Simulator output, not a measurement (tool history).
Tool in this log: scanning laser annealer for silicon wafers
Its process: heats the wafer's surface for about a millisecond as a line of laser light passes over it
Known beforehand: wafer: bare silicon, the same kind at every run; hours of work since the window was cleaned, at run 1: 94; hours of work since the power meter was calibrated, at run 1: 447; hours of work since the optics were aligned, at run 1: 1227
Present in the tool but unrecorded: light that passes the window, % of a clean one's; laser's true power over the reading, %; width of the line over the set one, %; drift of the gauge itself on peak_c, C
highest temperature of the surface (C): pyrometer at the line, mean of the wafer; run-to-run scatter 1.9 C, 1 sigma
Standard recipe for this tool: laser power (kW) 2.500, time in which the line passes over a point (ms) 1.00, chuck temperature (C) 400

| run | day | laser power (kW) | time in which the line passes over a point (ms) | chuck temperature (C) | hours of work since the window was cleaned | hours of work since the power meter was calibrated | hours of work since the optics were aligned | highest temperature of the surface (C) |
|---|---|---|---|---|---|---|---|---|
| 1 | 0.000 | 2.500 | 1.00 | 400 | 94 | 447 | 1227 | 1224 |
| 2 | 1.875 | 2.500 | 1.00 | 400 | 120 | 474 | 1253 | 1222 |
| 3 | 4.312 | 2.500 | 0.79 | 400 | 155 | 508 | 1288 | 1146 |
| 4 | 6.371 | 2.500 | 1.00 | 400 | 184 | 537 | 1317 | 1222 |
| 5 | 8.896 | 2.525 | 1.00 | 400 | 220 | 573 | 1352 | 1230 |
| 6 | 10.329 | 2.525 | 1.00 | 400 | 240 | 593 | 1373 | 1231 |
| 7 | 12.029 | 2.525 | 1.00 | 400 | 264 | 617 | 1397 | 1231 |
| 8 | 13.308 | 2.461 | 0.88 | 378 | 282 | 635 | 1415 | 1138 |
| 9 | 15.146 | 2.286 | 0.88 | 378 | 308 | 661 | 1441 | 1067 |
|  | 15.496 | optics aligned, line set to its width |
| 10 | 16.508 | 2.478 | 0.88 | 378 | 324 | 677 | 14 | 1135 |
| 11 | 18.800 | 2.262 | 0.73 | 374 | 357 | 710 | 47 | 992 |
| 12 | 21.275 | 2.262 | 0.73 | 374 | 392 | 745 | 82 | 995 |
|  | 22.354 | optics aligned, line set to its width, once more |
| 13 | 23.408 | 2.737 | 0.80 | 378 | 419 | 772 | 15 | 1225 |

Forecast each of these 3 alternatives for the next run:
| A | 24.812 | 2.737 | 1.04 | 426 | 439 | 792 | 35 | ? |
| B | 24.812 | 2.652 | 0.80 | 378 | 439 | 792 | 35 | ? |
| C | 24.812 | 2.220 | 1.01 | 378 | 439 | 792 | 35 | ? |

| run | highest temperature of the surface (C) |
|---|---|
| A | 1375 |
| B | 1187 |
| C | 1086 |
With the hidden condition removed and each run's random variation left untouched, the same runs would have given:
| run | highest temperature of the surface (C) |
|---|---|
| A | 1386 |
| B | 1197 |
| C | 1094 |
